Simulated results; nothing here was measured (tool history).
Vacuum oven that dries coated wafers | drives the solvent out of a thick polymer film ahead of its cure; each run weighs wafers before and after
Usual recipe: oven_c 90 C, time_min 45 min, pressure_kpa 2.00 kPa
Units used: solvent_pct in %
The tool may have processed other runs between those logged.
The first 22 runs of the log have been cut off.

run,hour,oven_c,time_min,pressure_kpa,hours of work since the thermocouples were calibrated,hours of work since the vacuum gauge was cleaned of residue,solvent_pct
23,496.1,86,45,2.00,360,585,3.96
24,527.9,86,45,2.00,375,600,4.00
25,555.1,84,23,2.00,388,613,8.67
26,578.4,88,57,3.73,400,624,4.03
27,601.4,84,45,1.39,411,636,4.18
28,635.6,83,41,1.14,427,652,4.87
29,667.6,80,45,2.00,443,667,6.50
30,690.8,80,45,2.00,454,679,6.54
31,712.2,87,55,3.43,464,689,4.13
32,736.8,87,55,3.43,476,701,4.18
33,753.0,81,58,2.00,484,709,4.72
34,776.2,90,72,2.00,495,720,1.89
35,796.2,104,23,7.35,505,729,4.29
36,819.0,104,23,7.35,516,740,4.21
37,847.9,104,23,7.35,529,754,4.22
38,873.3,91,28,3.62,542,767,5.53
39,906.1,79,28,3.62,557,782,11.39
40,938.9,95,48,3.40,573,798,2.66
41,967.6,90,40,1.10,587,812,2.58
42,993.4,90,52,2.00,600,824,2.46
43,1021.2,79,51,1.94,613,838,6.22
44,1042.9,79,51,1.94,623,848,6.31
45,1074.3,79,51,1.94,639,863,6.32
46,1105.3,90,35,1.33,653,878,3.34
47,1119.3,90,35,1.33,660,885,3.30

Branching from run 47: 4 alternative next runs. What would each branch give?
A,1135.0,90,28,2.00,668,893,?
B,1135.0,90,45,1.99,668,893,?
C,1135.0,96,27,2.00,668,893,?
D,1135.0,104,47,2.11,668,893,?

run,solvent_pct
A,4.90
B,2.87
C,2.96
D,1.11
What these runs would have given with no unlogged condition in the tool:
run,solvent_pct
A,4.65
B,2.64
C,2.77
D,1.01
